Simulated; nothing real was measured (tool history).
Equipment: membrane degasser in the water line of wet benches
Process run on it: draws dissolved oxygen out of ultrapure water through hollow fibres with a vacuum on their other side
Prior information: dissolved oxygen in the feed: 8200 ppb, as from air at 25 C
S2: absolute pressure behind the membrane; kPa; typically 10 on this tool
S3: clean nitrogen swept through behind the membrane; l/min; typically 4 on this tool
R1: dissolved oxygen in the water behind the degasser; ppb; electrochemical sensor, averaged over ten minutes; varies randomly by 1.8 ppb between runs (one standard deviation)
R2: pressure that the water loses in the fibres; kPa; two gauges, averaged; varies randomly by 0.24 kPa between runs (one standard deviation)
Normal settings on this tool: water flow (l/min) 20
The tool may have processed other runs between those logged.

{"run": 1, "hour": 0.0, "water flow (l/min)": 20, "S2": 10, "S3": 4, "R1": 189.2, "R2": 62.46}
{"run": 2, "hour": 80.0, "water flow (l/min)": 20, "S2": 7.4, "S3": 4, "R1": 157.3, "R2": 62.51}
{"run": 3, "hour": 223.8, "water flow (l/min)": 20, "S2": 7.4, "S3": 4, "R1": 161.1, "R2": 62.5}
{"run": 4, "hour": 349.8, "water flow (l/min)": 20, "S2": 10, "S3": 4, "R1": 191.5, "R2": 62.62}
{"run": 5, "hour": 523.1, "water flow (l/min)": 20, "S2": 10, "S3": 4, "R1": 192.6, "R2": 62.6}
{"run": 6, "hour": 649.3, "water flow (l/min)": 20, "S2": 10, "S3": 4, "R1": 194.4, "R2": 62.47}
{"run": 7, "hour": 747.7, "water flow (l/min)": 20, "S2": 10, "S3": 4, "R1": 194.7, "R2": 62.67}
{"hour": 866.3, "done": "seals of the vacuum lines changed"}
{"run": 8, "hour": 886.0, "water flow (l/min)": 20, "S2": 10, "S3": 4, "R1": 186.2, "R2": 62.72}
{"run": 9, "hour": 990.5, "water flow (l/min)": 20, "S2": 10, "S3": 4, "R1": 190.1, "R2": 62.61}
{"run": 10, "hour": 1165.9, "water flow (l/min)": 20, "S2": 10, "S3": 4, "R1": 189.2, "R2": 62.9}
{"run": 11, "hour": 1267.2, "water flow (l/min)": 20, "S2": 10, "S3": 4, "R1": 189.8, "R2": 62.79}
{"run": 12, "hour": 1420.7, "water flow (l/min)": 20, "S2": 18.7, "S3": 4, "R1": 289.8, "R2": 62.94}
{"run": 13, "hour": 1556.1, "water flow (l/min)": 20, "S2": 18.7, "S3": 4, "R1": 288.2, "R2": 62.99}
{"run": 14, "hour": 1658.6, "water flow (l/min)": 14, "S2": 10, "S3": 4, "R1": 106.5, "R2": 43.92}
{"run": 15, "hour": 1784.7, "water flow (l/min)": 15, "S2": 10, "S3": 4, "R1": 121.5, "R2": 47.21}
{"run": 16, "hour": 1926.9, "water flow (l/min)": 20, "S2": 10, "S3": 9.94, "R1": 146.9, "R2": 63.52}
{"run": 17, "hour": 2038.8, "water flow (l/min)": 20, "S2": 7.5, "S3": 4, "R1": 166.3, "R2": 62.96}
{"run": 18, "hour": 2178.6, "water flow (l/min)": 14, "S2": 6.6, "S3": 7.06, "R1": 67.1, "R2": 44.67}
{"run": 19, "hour": 2353.8, "water flow (l/min)": 17, "S2": 24.1, "S3": 4.4, "R1": 277.1, "R2": 53.67}
{"run": 20, "hour": 2519.0, "water flow (l/min)": 16, "S2": 22.7, "S3": 4.31, "R1": 244.7, "R2": 50.93}
{"run": 21, "hour": 2609.3, "water flow (l/min)": 16, "S2": 22.7, "S3": 4.31, "R1": 250, "R2": 51.07}
{"run": 22, "hour": 2707.0, "water flow (l/min)": 12, "S2": 12, "S3": 4.61, "R1": 92.7, "R2": 38.37}
{"run": 23, "hour": 2883.0, "water flow (l/min)": 30, "S2": 7.2, "S3": 4.61, "R1": 321.7, "R2": 95.58}
{"run": 24, "hour": 2972.9, "water flow (l/min)": 30, "S2": 7.2, "S3": 4.61, "R1": 321.8, "R2": 96.44}
{"run": 25, "hour": 3108.2, "water flow (l/min)": 30, "S2": 7.2, "S3": 4.61, "R1": 325.7, "R2": 95.7}
{"run": 26, "hour": 3281.1, "water flow (l/min)": 13, "S2": 15.4, "S3": 2.64, "R1": 196.7, "R2": 42.07}
{"run": 27, "hour": 3362.3, "water flow (l/min)": 13, "S2": 14.8, "S3": 2.64, "R1": 192.7, "R2": 41.47}
{"run": 28, "hour": 3521.5, "water flow (l/min)": 13, "S2": 14.8, "S3": 2.64, "R1": 189.7, "R2": 41.66}
{"run": 29, "hour": 3678.3, "water flow (l/min)": 13, "S2": 14.8, "S3": 2.64, "R1": 188.9, "R2": 42.1}
{"run": 30, "hour": 3843.2, "water flow (l/min)": 13, "S2": 14.8, "S3": 2.64, "R1": 189.9, "R2": 42.05}
{"run": 31, "hour": 3939.3, "water flow (l/min)": 13, "S2": 14.8, "S3": 2.64, "R1": 188.6, "R2": 42}

Each row is a separate what-if for the run after 31, all from the same tool condition, not one after another. Results?
{"run": "A", "hour": 4023.5, "water flow (l/min)": 22, "S2": 14.8, "S3": 2.39, "R1": "?", "R2": "?"}
{"run": "B", "hour": 4023.5, "water flow (l/min)": 32, "S2": 20.1, "S3": 3.46, "R1": "?", "R2": "?"}
{"run": "C", "hour": 4023.5, "water flow (l/min)": 22, "S2": 14.8, "S3": 3.18, "R1": "?", "R2": "?"}
{"run": "D", "hour": 4023.5, "water flow (l/min)": 12, "S2": 14.8, "S3": 7.84, "R1": "?", "R2": "?"}
{"run": "E", "hour": 4023.5, "water flow (l/min)": 20, "S2": 21.1, "S3": 4.99, "R1": "?", "R2": "?"}

run=A R1=396 R2=70.71
run=B R1=645.3 R2=103.31
run=C R1=348.7 R2=71.22
run=D R1=83.8 R2=38.37
run=E R1=296.9 R2=64.23
With the hidden condition removed and each run's random variation left untouched, the same runs would have given:
run=A R1=356.4 R2=67.5
run=B R1=590.1 R2=98.64
run=C R1=310.9 R2=68
run=D R1=71.5 R2=36.63
run=E R1=266.2 R2=61.31
